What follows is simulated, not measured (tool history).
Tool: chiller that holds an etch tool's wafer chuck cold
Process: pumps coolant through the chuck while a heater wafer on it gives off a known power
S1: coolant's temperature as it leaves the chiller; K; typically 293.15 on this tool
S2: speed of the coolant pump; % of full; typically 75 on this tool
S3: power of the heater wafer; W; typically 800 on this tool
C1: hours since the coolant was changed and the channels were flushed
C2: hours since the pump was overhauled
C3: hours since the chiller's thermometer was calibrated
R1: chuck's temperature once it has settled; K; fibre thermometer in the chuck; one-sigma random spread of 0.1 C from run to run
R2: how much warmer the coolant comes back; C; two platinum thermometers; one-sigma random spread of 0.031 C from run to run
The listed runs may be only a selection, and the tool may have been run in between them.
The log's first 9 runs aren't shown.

{"run": 10, "hour": 205.8, "S1": 293.15, "S2": 75, "S3": 704, "C1": 5536, "C2": 1402, "C3": 1726, "R1": 299.35, "R2": 2.55}
{"run": 11, "hour": 235.5, "S1": 293.15, "S2": 75, "S3": 495, "C1": 5565, "C2": 1431, "C3": 1756, "R1": 297.55, "R2": 1.82}
{"run": 12, "hour": 252.1, "S1": 293.15, "S2": 75, "S3": 950, "C1": 5582, "C2": 1448, "C3": 1772, "R1": 301.25, "R2": 3.49}
{"run": 13, "hour": 264.7, "S1": 293.15, "S2": 75, "S3": 950, "C1": 5595, "C2": 1460, "C3": 1785, "R1": 301.55, "R2": 3.42}
{"run": 14, "hour": 285.0, "S1": 293.15, "S2": 75, "S3": 646, "C1": 5615, "C2": 1481, "C3": 1805, "R1": 298.75, "R2": 2.32}
{"run": 15, "hour": 313.6, "S1": 293.15, "S2": 75, "S3": 817, "C1": 5644, "C2": 1509, "C3": 1834, "R1": 300.25, "R2": 3}
{"run": 16, "hour": 342.1, "S1": 293.15, "S2": 75, "S3": 817, "C1": 5672, "C2": 1538, "C3": 1862, "R1": 300.35, "R2": 2.95}
{"run": 17, "hour": 357.8, "S1": 293.15, "S2": 97, "S3": 1044, "C1": 5688, "C2": 1554, "C3": 1878, "R1": 300.45, "R2": 2.94}
{"run": 18, "hour": 371.7, "S1": 295.15, "S2": 85, "S3": 972, "C1": 5702, "C2": 1568, "C3": 1892, "R1": 302.75, "R2": 3.16}
{"run": 19, "hour": 387.0, "S1": 295.15, "S2": 66, "S3": 972, "C1": 5717, "C2": 1583, "C3": 1907, "R1": 304.65, "R2": 4.15}
{"run": 20, "hour": 406.7, "S1": 296.15, "S2": 81, "S3": 590, "C1": 5737, "C2": 1602, "C3": 1927, "R1": 300.95, "R2": 1.99}

Run 21, settings as shown, results not yet in. Your forecast:
{"run": 21, "hour": 425.7, "S1": 292.15, "S2": 75, "S3": 800, "C1": 5756, "C2": 1622, "C3": 1946, "R1": "?", "R2": "?"}

{"run 21": {"R1": 299.25, "R2": 2.92}}
If the tool had no hidden condition, the same run with the same run-to-run variation would have returned R1 298.05 K, R2 2.85 C.

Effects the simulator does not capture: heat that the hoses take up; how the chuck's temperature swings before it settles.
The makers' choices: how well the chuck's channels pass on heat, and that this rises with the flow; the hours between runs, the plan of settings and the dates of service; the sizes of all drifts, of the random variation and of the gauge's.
